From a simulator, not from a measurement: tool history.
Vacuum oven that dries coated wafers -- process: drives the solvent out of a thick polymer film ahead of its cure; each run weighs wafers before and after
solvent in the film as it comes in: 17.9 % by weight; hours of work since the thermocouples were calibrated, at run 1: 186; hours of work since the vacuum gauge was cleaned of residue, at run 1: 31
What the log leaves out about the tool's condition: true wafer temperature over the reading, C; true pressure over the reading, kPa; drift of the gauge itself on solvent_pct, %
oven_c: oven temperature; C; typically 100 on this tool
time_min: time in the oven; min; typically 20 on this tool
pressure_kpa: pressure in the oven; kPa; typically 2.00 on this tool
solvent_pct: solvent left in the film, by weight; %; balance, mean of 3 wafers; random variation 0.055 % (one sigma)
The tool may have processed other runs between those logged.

run,day,oven_c,time_min,pressure_kpa,hours of work since the thermocouples were calibrated,hours of work since the vacuum gauge was cleaned of residue,solvent_pct
1,0.000,100,20,2.00,186,31,2.34
2,0.525,100,20,2.00,192,37,2.31
3,0.888,100,20,2.00,197,42,2.39
4,1.167,100,20,2.00,200,45,2.33
5,1.446,111,20,2.00,204,49,1.17
6,1.821,111,20,2.00,208,53,1.19
7,2.200,111,20,2.00,213,58,1.26
8,2.550,111,20,2.00,217,62,1.26
9,2.871,111,20,2.00,221,66,1.29
10,3.325,111,20,2.74,227,72,1.60
11,3.671,111,20,2.74,231,76,1.73
12,4.004,100,20,2.00,235,80,2.35
13,4.304,100,20,2.00,239,84,2.32
14,4.575,100,20,1.24,242,87,1.65
15,4.896,100,20,1.24,246,91,1.83
16,5.438,100,20,2.00,253,98,2.32
17,5.721,95,11,1.86,256,101,5.72
18,6.021,99,11,3.75,260,105,5.86
19,6.279,99,21,4.01,263,108,4.31
20,6.692,99,21,4.01,268,113,4.18
21,7.100,100,33,2.00,273,118,1.83
22,7.529,100,33,2.00,279,124,1.89
23,7.767,100,33,2.66,282,127,2.51
24,8.133,100,33,2.66,286,131,2.44
25,8.504,88,20,1.66,291,136,5.25
26,8.917,88,20,1.66,296,141,5.23
27,9.338,88,18,2.92,301,146,7.02
28,9.650,88,34,2.92,305,150,4.91
29,9.958,88,34,2.92,309,154,4.99
30,10.500,88,16,2.92,315,160,7.43
31,11.025,115,20,4.12,322,167,2.13

Consider 4 possible next runs. They are alternatives, not a sequence: every one starts from the tool as it was left by run 31. What does each give?
A,11.546,95,32,1.81,328,173,?
B,11.546,95,20,2.31,328,173,?
C,11.546,99,20,2.00,328,173,?
D,11.546,105,29,1.00,328,173,?

run,solvent_pct
A,2.25
B,3.77
C,2.54
D,0.85
With no hidden state in the tool, these same runs would have given:
run,solvent_pct
A,2.21
B,3.76
C,2.52
D,0.80
